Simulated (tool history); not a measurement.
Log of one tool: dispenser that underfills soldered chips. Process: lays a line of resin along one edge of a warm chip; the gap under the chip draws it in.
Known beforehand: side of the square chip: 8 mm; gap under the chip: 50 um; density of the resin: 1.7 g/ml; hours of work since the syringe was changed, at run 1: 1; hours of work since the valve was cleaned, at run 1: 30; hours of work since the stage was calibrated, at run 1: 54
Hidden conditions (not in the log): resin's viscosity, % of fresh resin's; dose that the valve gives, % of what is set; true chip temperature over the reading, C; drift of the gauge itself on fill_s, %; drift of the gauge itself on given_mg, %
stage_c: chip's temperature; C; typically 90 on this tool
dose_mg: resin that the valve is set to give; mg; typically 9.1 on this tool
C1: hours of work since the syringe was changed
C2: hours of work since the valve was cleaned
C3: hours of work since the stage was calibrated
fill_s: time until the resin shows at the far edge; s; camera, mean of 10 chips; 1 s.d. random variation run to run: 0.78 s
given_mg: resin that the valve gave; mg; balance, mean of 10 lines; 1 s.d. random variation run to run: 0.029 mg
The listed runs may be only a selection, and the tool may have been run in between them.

Run 1, day 0: usual settings; C1 1; C2 30; C3 54. Result: fill_s 75.3 s, given_mg 8.97 mg.
Run 2, day 0.175: usual settings; C1 4; C2 33; C3 57. Result: fill_s 84.2 s, given_mg 8.94 mg.
Run 3, day 0.354: usual settings; C1 7; C2 36; C3 60. Result: fill_s 97.1 s, given_mg 8.97 mg.
At day 0.571: new syringe of resin.
Run 4, day 0.654: usual settings; C1 1; C2 41; C3 65. Result: fill_s 75.8 s, given_mg 8.97 mg.
Run 5, day 0.946: usual settings but dose_mg 9.55 mg; C1 6; C2 46; C3 70. Result: fill_s 91.3 s, given_mg 9.36 mg.
Run 6, day 1.096: usual settings but dose_mg 9.55 mg; C1 9; C2 49; C3 73. Result: fill_s 103.8 s, given_mg 9.33 mg.
At day 1.225: new syringe of resin.
Run 7, day 1.4: usual settings but dose_mg 10.33 mg; C1 3; C2 54; C3 77. Result: fill_s 80.2 s, given_mg 10.16 mg.
Run 8, day 1.646: usual settings but dose_mg 10.33 mg; C1 7; C2 58; C3 82. Result: fill_s 97.9 s, given_mg 10.11 mg.
At day 1.871: new syringe of resin.
Run 9, day 1.925: usual settings but stage_c 89 C; C1 1; C2 62; C3 86. Result: fill_s 76.3 s, given_mg 8.93 mg.
Run 10, day 2.146: usual settings but stage_c 88 C; C1 5; C2 66; C3 90. Result: fill_s 92.3 s, given_mg 8.89 mg.
Run 11, day 2.412: usual settings; C1 9; C2 71; C3 94. Result: fill_s 105.1 s, given_mg 8.87 mg.
At day 2.525: new syringe of resin.
Run 12, day 2.688: usual settings; C1 3; C2 75; C3 99. Result: fill_s 78.7 s, given_mg 8.87 mg.
Run 13, day 2.812: usual settings; C1 5; C2 77; C3 101. Result: fill_s 86.7 s, given_mg 8.85 mg.
Run 14, day 2.946: usual settings but stage_c 89 C; C1 7; C2 79; C3 103. Result: fill_s 99.7 s, given_mg 8.84 mg.
At day 3.171: new syringe of resin.
Run 15, day 3.229: usual settings but stage_c 92 C; C1 1; C2 84; C3 108. Result: fill_s 67.4 s, given_mg 8.8 mg.
Run 16, day 3.454: usual settings but stage_c 92 C; C1 5; C2 88; C3 112. Result: fill_s 79.8 s, given_mg 8.77 mg.
Run 17, day 3.75: usual settings but stage_c 92 C; C1 10; C2 93; C3 117. Result: fill_s 99.2 s, given_mg 8.81 mg.
At day 3.821: new syringe of resin.
Run 18, day 4.012: usual settings but stage_c 92 C; C1 3; C2 97; C3 121. Result: fill_s 75 s, given_mg 8.87 mg.
Run 19, day 4.225: usual settings but stage_c 92 C; C1 7; C2 101; C3 124. Result: fill_s 88 s, given_mg 8.76 mg.
Run 20, day 4.379: usual settings but stage_c 77 C; C1 9; C2 103; C3 127. Result: fill_s 164.1 s, given_mg 8.78 mg.
At day 4.471: new syringe of resin.
Run 21, day 4.65: usual settings but stage_c 76 C, dose_mg 7.83 mg; C1 3; C2 108; C3 132. Result: fill_s 132.4 s, given_mg 7.54 mg.
Run 22, day 4.812: usual settings but stage_c 76 C, dose_mg 7.83 mg; C1 6; C2 110; C3 134. Result: fill_s 150.4 s, given_mg 7.53 mg.
Run 23, day 5.071: usual settings but stage_c 96 C, dose_mg 9.89 mg; C1 10; C2 115; C3 139. Result: fill_s 89.7 s, given_mg 9.53 mg.
At day 5.121: new syringe of resin.
Run 24, day 5.275: usual settings but dose_mg 9.57 mg; C1 3; C2 118; C3 142. Result: fill_s 76.5 s, given_mg 9.16 mg.
Run 25, day 5.562: usual settings but stage_c 96 C, dose_mg 8.81 mg; C1 7; C2 123; C3 147. Result: fill_s 78.3 s, given_mg 8.47 mg.
At day 5.671: dispensing valve cleaned and set on the balance.
Run 26, day 5.733: usual settings but stage_c 92 C; C1 10; C2 1; C3 149. Result: fill_s 99.6 s, given_mg 9.09 mg.
At day 5.821: new syringe of resin.
Run 27, day 5.929: usual settings but stage_c 92 C; C1 2; C2 4; C3 152. Result: fill_s 69.7 s, given_mg 9.1 mg.
Run 28, day 6.158: usual settings but stage_c 92 C; C1 6; C2 8; C3 156. Result: fill_s 83.4 s, given_mg 9.14 mg.
Run 29, day 6.429: usual settings but stage_c 78 C, dose_mg 9.7 mg; C1 10; C2 13; C3 161. Result: fill_s 165.2 s, given_mg 9.64 mg.
At day 6.483: new syringe of resin.
Run 30, day 6.583: usual settings but stage_c 87 C, dose_mg 8.33 mg; C1 2; C2 15; C3 163. Result: fill_s 82 s, given_mg 8.26 mg.
Run 31, day 6.879: usual settings but stage_c 89 C, dose_mg 9.99 mg; C1 7; C2 20; C3 168. Result: fill_s 94.4 s, given_mg 9.9 mg.
Run 32, day 7.017: usual settings but dose_mg 8.06 mg; C1 9; C2 22; C3 170. Result: fill_s 105.1 s, given_mg 7.99 mg.
At day 7.121: new syringe of resin.
Run 33, day 7.308: usual settings but dose_mg 8.06 mg; C1 3; C2 27; C3 175. Result: fill_s 80.9 s, given_mg 8.02 mg.
Run 34, day 7.571: usual settings but stage_c 78 C, dose_mg 9.62 mg; C1 8; C2 32; C3 179. Result: fill_s 146.8 s, given_mg 9.5 mg.
At day 7.775: new syringe of resin.
Run 35, day 7.804: usual settings but stage_c 99 C, dose_mg 11.73 mg; C1 1; C2 35; C3 183. Result: fill_s 50.5 s, given_mg 11.65 mg.

3 options for the next run, each taken on its own from the tool as it stands now. Forecast them:
Run A, day 7.975: usual settings but stage_c 79 C, dose_mg 10.34 mg; C1 3; C2 38; C3 186. Result: fill_s ?, given_mg ?.
Run B, day 7.975: usual settings but stage_c 84 C, dose_mg 10 mg; C1 3; C2 38; C3 186. Result: fill_s ?, given_mg ?.
Run C, day 7.975: usual settings but stage_c 78 C; C1 3; C2 38; C3 186. Result: fill_s ?, given_mg ?.

run  fill_s  given_mg
  A   113.1     10.27
  B    97.1       9.9
  C   120.5      8.99
Stripped of hidden state, with their random variation kept, the same runs would have yielded:
run  fill_s  given_mg
  A   102.6      10.4
  B    87.9     10.03
  C   109.3      9.11
